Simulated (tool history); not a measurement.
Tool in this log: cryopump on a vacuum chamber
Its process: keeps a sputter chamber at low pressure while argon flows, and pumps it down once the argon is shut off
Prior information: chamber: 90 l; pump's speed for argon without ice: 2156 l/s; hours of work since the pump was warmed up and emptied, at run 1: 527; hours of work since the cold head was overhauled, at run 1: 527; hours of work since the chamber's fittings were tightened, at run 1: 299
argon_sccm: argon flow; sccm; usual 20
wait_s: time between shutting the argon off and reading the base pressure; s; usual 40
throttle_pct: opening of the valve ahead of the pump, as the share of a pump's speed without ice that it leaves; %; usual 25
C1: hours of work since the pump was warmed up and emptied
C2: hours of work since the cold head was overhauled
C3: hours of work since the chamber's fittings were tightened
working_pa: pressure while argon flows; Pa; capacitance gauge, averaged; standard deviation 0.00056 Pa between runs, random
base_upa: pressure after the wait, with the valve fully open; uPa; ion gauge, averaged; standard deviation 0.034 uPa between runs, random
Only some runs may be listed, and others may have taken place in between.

{"run": 1, "day": 0.0, "argon_sccm": 20, "wait_s": 40, "throttle_pct": 25, "C1": 527, "C2": 527, "C3": 299, "working_pa": 0.0661, "base_upa": 2.09}
{"run": 2, "day": 1.5, "argon_sccm": 20, "wait_s": 40, "throttle_pct": 17, "C1": 551, "C2": 551, "C3": 322, "working_pa": 0.0946, "base_upa": 2.11}
{"run": 3, "day": 3.371, "argon_sccm": 20, "wait_s": 40, "throttle_pct": 17, "C1": 581, "C2": 581, "C3": 352, "working_pa": 0.0951, "base_upa": 2.09}
{"run": 4, "day": 4.925, "argon_sccm": 20, "wait_s": 40, "throttle_pct": 25, "C1": 605, "C2": 605, "C3": 377, "working_pa": 0.0653, "base_upa": 2.2}
{"run": 5, "day": 5.879, "argon_sccm": 20, "wait_s": 40, "throttle_pct": 53, "C1": 620, "C2": 620, "C3": 392, "working_pa": 0.0311, "base_upa": 2.19}
{"run": 6, "day": 7.617, "argon_sccm": 20, "wait_s": 40, "throttle_pct": 22, "C1": 648, "C2": 648, "C3": 419, "working_pa": 0.0737, "base_upa": 2.19}
{"run": 7, "day": 8.467, "argon_sccm": 20, "wait_s": 40, "throttle_pct": 22, "C1": 662, "C2": 662, "C3": 433, "working_pa": 0.0738, "base_upa": 2.36}
{"run": 8, "day": 10.35, "argon_sccm": 20, "wait_s": 40, "throttle_pct": 22, "C1": 691, "C2": 691, "C3": 463, "working_pa": 0.0743, "base_upa": 2.25}
{"run": 9, "day": 11.954, "argon_sccm": 20, "wait_s": 40, "throttle_pct": 22, "C1": 717, "C2": 717, "C3": 488, "working_pa": 0.074, "base_upa": 2.25}
{"run": 10, "day": 13.854, "argon_sccm": 20, "wait_s": 40, "throttle_pct": 22, "C1": 747, "C2": 747, "C3": 518, "working_pa": 0.0737, "base_upa": 2.3}
{"run": 11, "day": 15.262, "argon_sccm": 20, "wait_s": 40, "throttle_pct": 22, "C1": 769, "C2": 769, "C3": 541, "working_pa": 0.0733, "base_upa": 2.36}
{"day": 15.833, "done": "pump warmed up, emptied and cooled again"}
{"run": 12, "day": 16.462, "argon_sccm": 20, "wait_s": 46, "throttle_pct": 25, "C1": 10, "C2": 785, "C3": 556, "working_pa": 0.0625, "base_upa": 2.05}
{"run": 13, "day": 17.454, "argon_sccm": 20, "wait_s": 42, "throttle_pct": 25, "C1": 26, "C2": 801, "C3": 572, "working_pa": 0.0631, "base_upa": 2.27}
{"run": 14, "day": 18.296, "argon_sccm": 20, "wait_s": 40, "throttle_pct": 25, "C1": 39, "C2": 814, "C3": 586, "working_pa": 0.0626, "base_upa": 2.21}
{"run": 15, "day": 19.988, "argon_sccm": 20, "wait_s": 264, "throttle_pct": 25, "C1": 66, "C2": 841, "C3": 612, "working_pa": 0.0636, "base_upa": 0.88}
{"run": 16, "day": 21.488, "argon_sccm": 33, "wait_s": 40, "throttle_pct": 25, "C1": 90, "C2": 865, "C3": 636, "working_pa": 0.1047, "base_upa": 2.3}
{"run": 17, "day": 22.492, "argon_sccm": 23, "wait_s": 40, "throttle_pct": 25, "C1": 106, "C2": 881, "C3": 652, "working_pa": 0.0729, "base_upa": 2.34}
{"run": 18, "day": 23.879, "argon_sccm": 20, "wait_s": 40, "throttle_pct": 25, "C1": 128, "C2": 903, "C3": 674, "working_pa": 0.0641, "base_upa": 2.38}
{"run": 19, "day": 24.9, "argon_sccm": 9, "wait_s": 50, "throttle_pct": 18, "C1": 144, "C2": 919, "C3": 690, "working_pa": 0.0401, "base_upa": 2.13}
{"run": 20, "day": 26.829, "argon_sccm": 9, "wait_s": 50, "throttle_pct": 18, "C1": 175, "C2": 950, "C3": 721, "working_pa": 0.0395, "base_upa": 2.05}
{"run": 21, "day": 28.708, "argon_sccm": 21, "wait_s": 84, "throttle_pct": 25, "C1": 204, "C2": 979, "C3": 751, "working_pa": 0.0674, "base_upa": 1.58}
{"run": 22, "day": 29.917, "argon_sccm": 20, "wait_s": 164, "throttle_pct": 25, "C1": 224, "C2": 999, "C3": 770, "working_pa": 0.0634, "base_upa": 1.17}
{"run": 23, "day": 31.346, "argon_sccm": 20, "wait_s": 164, "throttle_pct": 25, "C1": 246, "C2": 1021, "C3": 793, "working_pa": 0.064, "base_upa": 1.21}
{"run": 24, "day": 32.175, "argon_sccm": 20, "wait_s": 164, "throttle_pct": 25, "C1": 259, "C2": 1035, "C3": 806, "working_pa": 0.064, "base_upa": 1.21}
{"run": 25, "day": 33.458, "argon_sccm": 23, "wait_s": 102, "throttle_pct": 25, "C1": 280, "C2": 1055, "C3": 826, "working_pa": 0.0737, "base_upa": 1.49}
{"run": 26, "day": 34.446, "argon_sccm": 23, "wait_s": 102, "throttle_pct": 25, "C1": 295, "C2": 1071, "C3": 842, "working_pa": 0.0739, "base_upa": 1.57}
{"run": 27, "day": 36.079, "argon_sccm": 9, "wait_s": 185, "throttle_pct": 42, "C1": 321, "C2": 1096, "C3": 868, "working_pa": 0.0168, "base_upa": 1.24}
{"run": 28, "day": 37.167, "argon_sccm": 20, "wait_s": 122, "throttle_pct": 25, "C1": 339, "C2": 1114, "C3": 885, "working_pa": 0.0632, "base_upa": 1.43}
{"run": 29, "day": 38.354, "argon_sccm": 22, "wait_s": 191, "throttle_pct": 38, "C1": 357, "C2": 1133, "C3": 904, "working_pa": 0.0467, "base_upa": 1.25}
{"run": 30, "day": 39.462, "argon_sccm": 21, "wait_s": 265, "throttle_pct": 44, "C1": 375, "C2": 1150, "C3": 922, "working_pa": 0.0383, "base_upa": 1.18}
{"run": 31, "day": 40.683, "argon_sccm": 10, "wait_s": 171, "throttle_pct": 17, "C1": 394, "C2": 1170, "C3": 941, "working_pa": 0.0471, "base_upa": 1.3}
{"run": 32, "day": 42.275, "argon_sccm": 10, "wait_s": 171, "throttle_pct": 17, "C1": 420, "C2": 1195, "C3": 966, "working_pa": 0.0463, "base_upa": 1.36}
{"run": 33, "day": 43.704, "argon_sccm": 20, "wait_s": 108, "throttle_pct": 25, "C1": 442, "C2": 1218, "C3": 989, "working_pa": 0.0649, "base_upa": 1.64}
{"run": 34, "day": 45.192, "argon_sccm": 20, "wait_s": 108, "throttle_pct": 25, "C1": 466, "C2": 1241, "C3": 1012, "working_pa": 0.0645, "base_upa": 1.66}
{"run": 35, "day": 46.558, "argon_sccm": 20, "wait_s": 108, "throttle_pct": 25, "C1": 488, "C2": 1263, "C3": 1034, "working_pa": 0.0641, "base_upa": 1.7}

Alternative continuations, all from the tool just after run 35; predict every row:
{"run": "A", "day": 47.521, "argon_sccm": 20, "wait_s": 164, "throttle_pct": 27, "C1": 503, "C2": 1278, "C3": 1049, "working_pa": "?", "base_upa": "?"}
{"run": "B", "day": 47.521, "argon_sccm": 14, "wait_s": 161, "throttle_pct": 25, "C1": 503, "C2": 1278, "C3": 1049, "working_pa": "?", "base_upa": "?"}
{"run": "C", "day": 47.521, "argon_sccm": 24, "wait_s": 52, "throttle_pct": 16, "C1": 503, "C2": 1278, "C3": 1049, "working_pa": "?", "base_upa": "?"}

run=A working_pa=0.0601 base_upa=1.52
run=B working_pa=0.0459 base_upa=1.44
run=C working_pa=0.1189 base_upa=2.38
Had the tool no hidden state, the same runs would have come out as:
run=A working_pa=0.0579 base_upa=0.59
run=B working_pa=0.0444 base_upa=0.52
run=C working_pa=0.1163 base_upa=1.45
